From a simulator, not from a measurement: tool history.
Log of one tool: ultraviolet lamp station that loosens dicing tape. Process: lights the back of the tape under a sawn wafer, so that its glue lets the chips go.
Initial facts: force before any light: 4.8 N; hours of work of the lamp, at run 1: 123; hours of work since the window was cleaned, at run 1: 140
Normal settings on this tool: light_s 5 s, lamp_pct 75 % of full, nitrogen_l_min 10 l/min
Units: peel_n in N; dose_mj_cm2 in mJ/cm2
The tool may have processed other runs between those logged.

| run | hour | light_s | lamp_pct | nitrogen_l_min | hours of work of the lamp | hours of work since the window was cleaned | peel_n | dose_mj_cm2 |
|---|---|---|---|---|---|---|---|---|
| 1 | 0 | 5 | 75 | 10 | 123 | 140 | 0.752 | 363 |
| 2 | 13.7 | 5 | 75 | 10 | 129 | 145 | 0.744 | 362 |
| 3 | 28.1 | 5 | 75 | 10 | 135 | 151 | 0.761 | 364 |
| 4 | 35.5 | 5 | 75 | 10 | 138 | 154 | 0.739 | 364 |
| 5 | 42 | 5 | 75 | 10 | 140 | 157 | 0.741 | 362 |
| 6 | 54.6 | 5 | 75 | 10 | 146 | 162 | 0.714 | 358 |
| 7 | 63 | 5 | 95 | 10 | 149 | 166 | 0.494 | 456 |
| 8 | 72.3 | 3 | 95 | 10 | 153 | 169 | 1.174 | 270 |
| 9 | 86.1 | 3 | 95 | 10 | 159 | 175 | 1.17 | 272 |
| 10 | 100.3 | 8 | 61 | 4 | 164 | 181 | 0.883 | 465 |
| 11 | 109.1 | 7 | 76 | 4 | 168 | 185 | 0.708 | 499 |
| 12 | 123.9 | 7 | 76 | 4 | 174 | 191 | 0.725 | 510 |
| 13 | 132.1 | 2 | 96 | 10 | 178 | 194 | 1.888 | 181 |
| 14 | 144.4 | 2 | 72 | 10 | 183 | 199 | 2.386 | 133 |

Below are 3 alternative next runs, each starting from the tool's condition after run 14. Predict each:
| A | 152.9 | 2 | 72 | 16 | 186 | 203 | ? | ? |
| B | 152.9 | 3 | 62 | 4 | 186 | 203 | ? | ? |
| C | 152.9 | 3 | 72 | 5 | 186 | 203 | ? | ? |

| run | peel_n | dose_mj_cm2 |
|---|---|---|
| A | 2.053 | 130 |
| B | 2.397 | 176 |
| C | 2.073 | 200 |
Had the tool no hidden state, the same runs would have come out as:
| run | peel_n | dose_mj_cm2 |
|---|---|---|
| A | 1.831 | 149 |
| B | 2.177 | 201 |
| C | 1.839 | 229 |
